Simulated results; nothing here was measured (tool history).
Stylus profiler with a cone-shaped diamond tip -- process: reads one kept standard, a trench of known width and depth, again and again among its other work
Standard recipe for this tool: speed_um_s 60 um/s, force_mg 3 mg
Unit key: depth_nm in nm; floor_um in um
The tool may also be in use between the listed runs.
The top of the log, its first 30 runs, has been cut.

| run | day | speed_um_s | force_mg | scans with this tip | hours of work since the height scale was calibrated | depth_nm | floor_um |
|---|---|---|---|---|---|---|---|
| 31 | 23.875 | 166 | 5.68 | 2803 | 505 | 203.3 | 27.89 |
|  | 23.946 | height scale calibrated on a step standard |
| 32 | 24.379 | 49 | 2.86 | 2829 | 4 | 202.28 | 28.06 |
| 33 | 24.879 | 49 | 2.86 | 2856 | 9 | 202.25 | 28.03 |
| 34 | 25.425 | 190 | 1.31 | 2886 | 15 | 201.43 | 27.49 |
|  | 25.996 | height scale calibrated on a step standard, once more |
| 35 | 26.554 | 190 | 1.31 | 2946 | 5 | 201.22 | 27.36 |
| 36 | 27.396 | 135 | 1.96 | 2992 | 14 | 201.55 | 27.77 |
| 37 | 28.2 | 78 | 1.94 | 3036 | 22 | 201.47 | 27.92 |
| 38 | 29.117 | 20 | 7.52 | 3086 | 31 | 203.79 | 28.12 |
| 39 | 29.771 | 20 | 7.52 | 3122 | 37 | 203.79 | 28.12 |
| 40 | 30.775 | 20 | 4.48 | 3176 | 47 | 202.73 | 28.16 |
| 41 | 31.696 | 57 | 1.51 | 3226 | 56 | 201.22 | 27.96 |
| 42 | 32.625 | 72 | 1.1 | 3277 | 65 | 201.12 | 27.83 |
| 43 | 33.567 | 68 | 6.61 | 3329 | 74 | 203.5 | 28.04 |
| 44 | 34.592 | 68 | 6.61 | 3384 | 84 | 203.51 | 28.01 |
| 45 | 35.671 | 68 | 6.61 | 3443 | 95 | 203.53 | 28.01 |
| 46 | 36.175 | 31 | 1.06 | 3471 | 100 | 201.12 | 27.98 |

Below are 4 alternative next runs, each starting from the tool's condition after run 46. Predict each:
| A | 36.996 | 106 | 7.26 | 3516 | 108 | ? | ? |
| B | 36.996 | 20 | 3.05 | 3516 | 108 | ? | ? |
| C | 36.996 | 53 | 2.09 | 3516 | 108 | ? | ? |
| D | 36.996 | 98 | 1.06 | 3516 | 108 | ? | ? |

| run | depth_nm | floor_um |
|---|---|---|
| A | 203.7 | 27.9 |
| B | 202.14 | 28.11 |
| C | 201.71 | 28.01 |
| D | 201.05 | 27.76 |
What these runs would have given with no unlogged condition in the tool:
| run | depth_nm | floor_um |
|---|---|---|
| A | 203.61 | 28.02 |
| B | 202.05 | 28.24 |
| C | 201.61 | 28.13 |
| D | 200.96 | 27.89 |
